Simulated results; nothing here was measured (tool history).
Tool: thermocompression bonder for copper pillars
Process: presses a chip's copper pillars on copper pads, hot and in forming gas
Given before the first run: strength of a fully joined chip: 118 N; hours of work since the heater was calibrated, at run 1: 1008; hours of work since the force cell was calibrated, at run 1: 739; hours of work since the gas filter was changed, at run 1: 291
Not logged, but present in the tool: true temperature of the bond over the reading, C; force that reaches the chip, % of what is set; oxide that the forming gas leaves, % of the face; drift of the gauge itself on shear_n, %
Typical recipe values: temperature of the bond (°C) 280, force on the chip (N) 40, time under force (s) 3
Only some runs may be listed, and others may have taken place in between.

run	day	temperature of the bond (°C)	force on the chip (N)	time under force (s)	hours of work since the heater was calibrated	hours of work since the force cell was calibrated	hours of work since the gas filter was changed	force that shears a chip off (N)
1	0.000	280	40	3	1008	739	291	44.1
2	1.729	280	40	7	1039	769	322	58.9
# day 3.412: forming gas filter changed
# day 3.933: heater calibrated with a thermocouple chip
3	4.483	280	40	3	10	817	18	47.9
4	6.208	280	40	3	41	848	49	45.7
5	9.021	280	40	3	91	898	99	44.0
6	10.317	280	40	3	114	921	122	44.3
7	12.342	306	40	3	150	957	158	57.1
# day 13.279: heater calibrated with a thermocouple chip, once more
8	14.733	250	40	3	26	999	200	33.6
9	16.388	267	24	7	56	1028	229	39.9
10	17.871	267	24	7	82	1055	256	39.3
11	20.125	280	51	3	122	1095	296	52.9
12	22.329	273	51	2	162	1135	335	41.5
# day 23.271: forming gas filter changed
13	25.058	265	32	9	210	1183	32	54.7
14	27.375	280	46	4	252	1224	73	57.8
15	29.079	266	56	3	282	1255	104	50.8
16	31.258	280	57	3	321	1294	143	58.1

Below, some changes in force that shears a chip off (N) between adjacent runs. For each, the amount present without the hidden state too (settings, incoming material, random variation) and the amount remaining for the hidden state with gauge scatter not shared by both compared results:
Run 7 -> 8: temperature of the bond (°C) 306 -> 250, heater calibrated with a thermocouple chip, once more. force that shears a chip off (N) -23.5: hidden state +6.8, all else -30.3.
